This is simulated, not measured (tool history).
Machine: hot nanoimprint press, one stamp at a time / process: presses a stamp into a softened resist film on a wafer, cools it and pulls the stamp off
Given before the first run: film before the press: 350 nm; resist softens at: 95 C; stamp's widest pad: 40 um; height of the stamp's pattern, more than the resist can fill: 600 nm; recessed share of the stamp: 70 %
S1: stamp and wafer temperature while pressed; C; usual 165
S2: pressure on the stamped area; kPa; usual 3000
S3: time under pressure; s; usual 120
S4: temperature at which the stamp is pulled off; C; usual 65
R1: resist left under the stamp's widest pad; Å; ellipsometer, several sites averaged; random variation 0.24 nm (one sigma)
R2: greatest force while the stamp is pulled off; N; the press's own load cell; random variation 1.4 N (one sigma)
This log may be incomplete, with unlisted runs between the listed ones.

run   hour   S1    S2   S3  S4    R1   R2
  1      0  165  3000  120  65  1331  143
  2   19.6  165  3000  120  65  1331  140
  3   36.8  165  3000  120  56  1330  164
  4   54.8  165  3000   87  65  1509  143
  5   79.2  165  2940   87  65  1522  149
  6  106.5  165  2940   87  65  1522  147
  7  136.9  165  1850   87  65  1830  152
  8    173  162  1850   87  65  2024  153
     204.8  -- stamp cleaned and given a new release coat
  9  206.7  162  1850   87  65  2021  129
 10  227.2  162  1850   87  65  2016  130
     240.3  -- plate thermocouple calibrated
 11  269.9  165  3000  120  65  1350  134
 12  290.7  165  3000  120  65  1349  138
 13  312.1  165  3000  120  65  1345  141
 14  350.4  165  3000   86  65  1538  140
 15  380.7  165  3000  120  65  1344  142
 16  403.9  167  2800  120  72  1276  125
 17    432  163  2800  120  68  1493  137
 18  460.2  163  2460  120  70  1573  135
 19  491.9  157  2460   72  70  2314  135
 20  529.5  157  2460   72  70  2306  139

What will run 21 give?
 21  555.6  162  2370  173  54   ?   ?

{"run 21": {"R1": 1426, "R2": 184}}
Take away the tool's hidden state, keep the run-to-run variation as it was, and the same run would have given R1 1449 Å, R2 156 N.
